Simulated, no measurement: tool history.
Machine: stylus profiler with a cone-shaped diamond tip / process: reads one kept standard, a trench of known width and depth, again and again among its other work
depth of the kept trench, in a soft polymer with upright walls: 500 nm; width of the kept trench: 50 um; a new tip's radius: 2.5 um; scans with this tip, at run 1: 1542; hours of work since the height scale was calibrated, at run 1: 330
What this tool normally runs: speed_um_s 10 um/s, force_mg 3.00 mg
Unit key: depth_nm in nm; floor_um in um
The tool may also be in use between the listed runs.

| run | hour | speed_um_s | force_mg | scans with this tip | hours of work since the height scale was calibrated | depth_nm | floor_um |
|---|---|---|---|---|---|---|---|
| 1 | 0.0 | 10 | 3.00 | 1542 | 330 | 507.13 | 46.93 |
| 2 | 22.3 | 10 | 1.98 | 1614 | 345 | 505.45 | 46.92 |
| 3 | 57.5 | 10 | 1.98 | 1729 | 370 | 505.15 | 46.86 |
| 4 | 101.2 | 10 | 3.59 | 1871 | 400 | 507.79 | 46.95 |
| 5 | 146.4 | 10 | 1.26 | 2017 | 432 | 503.57 | 46.87 |
| 6 | 198.5 | 10 | 1.26 | 2187 | 468 | 503.92 | 46.86 |
| 7 | 241.9 | 10 | 3.00 | 2327 | 498 | 506.85 | 46.83 |
| 8 | 277.0 | 10 | 4.17 | 2441 | 522 | 508.89 | 46.85 |
| 9 | 317.9 | 10 | 4.17 | 2574 | 551 | 508.51 | 46.86 |
| 10 | 340.8 | 3 | 4.17 | 2649 | 567 | 508.63 | 46.82 |
| 11 | 376.6 | 10 | 2.10 | 2765 | 592 | 505.37 | 46.85 |
| 12 | 400.2 | 10 | 2.10 | 2842 | 608 | 505.35 | 46.79 |
| 13 | 423.4 | 10 | 2.10 | 2917 | 624 | 505.20 | 46.83 |
| 14 | 451.4 | 10 | 2.10 | 3008 | 644 | 505.15 | 46.79 |
| 15 | 499.1 | 2 | 3.00 | 3163 | 677 | 506.72 | 46.83 |
| 16 | 542.6 | 21 | 8.64 | 3304 | 707 | 514.07 | 46.73 |
| 17 | 591.6 | 21 | 8.64 | 3463 | 741 | 514.42 | 46.83 |
| 18 | 627.4 | 3 | 2.27 | 3579 | 766 | 505.18 | 46.82 |
| 19 | 668.7 | 3 | 2.27 | 3714 | 795 | 505.21 | 46.79 |
| 20 | 696.1 | 28 | 4.10 | 3803 | 814 | 508.33 | 46.72 |
|  | 699.9 | height scale calibrated on a step standard |
| 21 | 723.0 | 36 | 1.21 | 3888 | 16 | 502.42 | 46.63 |
| 22 | 773.1 | 3 | 2.97 | 4051 | 51 | 505.91 | 46.80 |
| 23 | 816.6 | 5 | 3.93 | 4192 | 81 | 507.09 | 46.81 |
| 24 | 857.0 | 9 | 3.00 | 4323 | 109 | 505.57 | 46.72 |
|  | 876.7 | height scale calibrated on a step standard, once more |
| 25 | 889.9 | 17 | 2.90 | 4429 | 9 | 507.50 | 46.71 |
| 26 | 931.2 | 8 | 4.66 | 4563 | 38 | 509.97 | 46.74 |
| 27 | 970.2 | 8 | 4.66 | 4690 | 65 | 510.01 | 46.77 |
| 28 | 1001.1 | 12 | 2.68 | 4790 | 86 | 506.68 | 46.73 |
| 29 | 1052.3 | 12 | 2.68 | 4956 | 122 | 506.79 | 46.68 |

Alternative continuations, all from the tool just after run 29; predict every row:
| A | 1090.4 | 17 | 7.03 | 5080 | 148 | ? | ? |
| B | 1090.4 | 7 | 3.32 | 5080 | 148 | ? | ? |
| C | 1090.4 | 20 | 1.44 | 5080 | 148 | ? | ? |
| D | 1090.4 | 10 | 2.39 | 5080 | 148 | ? | ? |

| run | depth_nm | floor_um |
|---|---|---|
| A | 513.23 | 46.69 |
| B | 508.03 | 46.69 |
| C | 504.38 | 46.64 |
| D | 506.27 | 46.71 |
Without the tool's unlogged condition, the same runs would have read:
| run | depth_nm | floor_um |
|---|---|---|
| A | 513.57 | 46.95 |
| B | 508.36 | 46.95 |
| C | 504.71 | 46.90 |
| D | 506.61 | 46.97 |
